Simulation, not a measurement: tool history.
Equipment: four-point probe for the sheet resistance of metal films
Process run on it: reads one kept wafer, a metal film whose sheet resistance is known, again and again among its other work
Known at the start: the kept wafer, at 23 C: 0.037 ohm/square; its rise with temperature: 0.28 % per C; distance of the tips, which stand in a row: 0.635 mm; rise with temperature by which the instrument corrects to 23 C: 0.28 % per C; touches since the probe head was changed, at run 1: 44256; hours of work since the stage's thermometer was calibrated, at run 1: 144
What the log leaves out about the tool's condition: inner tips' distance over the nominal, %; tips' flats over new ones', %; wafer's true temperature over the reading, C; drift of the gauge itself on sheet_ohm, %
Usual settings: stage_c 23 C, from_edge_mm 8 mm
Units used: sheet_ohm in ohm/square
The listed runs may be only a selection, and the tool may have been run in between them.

run    day  stage_c  from_edge_mm  touches since the probe head was changed  hours of work since the stage's thermometer was calibrated  sheet_ohm
  1      0       23             8                                     44256                                                         144   0.036979
  2  0.721       23             8                                     44880                                                         152   0.036974
  3  1.125       23             8                                     45234                                                         156   0.036976
  4  1.667       28             8                                     45703                                                         162   0.036995
  5  2.342       23             3                                     46288                                                         169   0.037739
     2.433  -- stage's thermometer calibrated
  6  2.954       23             6                                     46801                                                           5   0.037096
  7  3.342       23             6                                     47136                                                           9   0.037099
  8  3.933       23             6                                     47651                                                          16   0.037095
  9  4.621       23             6                                     48248                                                          23   0.037096
 10      5       23             6                                     48575                                                          27   0.037087
 11  5.396       27            28                                     48920                                                          31   0.036894
 12    5.8       19            53                                     49269                                                          35   0.036868
     6.496  -- stage's thermometer calibrated, once more
 13  6.612       19            53                                     49957                                                           1   0.036882
 14  7.058       19            53                                     50343                                                           6   0.036877
 15  7.479       19            53                                     50708                                                          10   0.036862
 16  8.038       19            53                                     51194                                                          16   0.036867
 17  8.925       19            53                                     51963                                                          25   0.036894

3 ways to go on from here, each from the tool as it stands after run 17. What would each give?
  A  9.654       21            15                                     52593                                                          33          ?
  B  9.654       22            53                                     52593                                                          33          ?
  C  9.654       22            22                                     52593                                                          33          ?

run  sheet_ohm
  A   0.036923
  B   0.036901
  C   0.036903
Take away the tool's hidden state, keep each run's random variation, and the runs would have read:
run  sheet_ohm
  A   0.037033
  B    0.03701
  C   0.037012
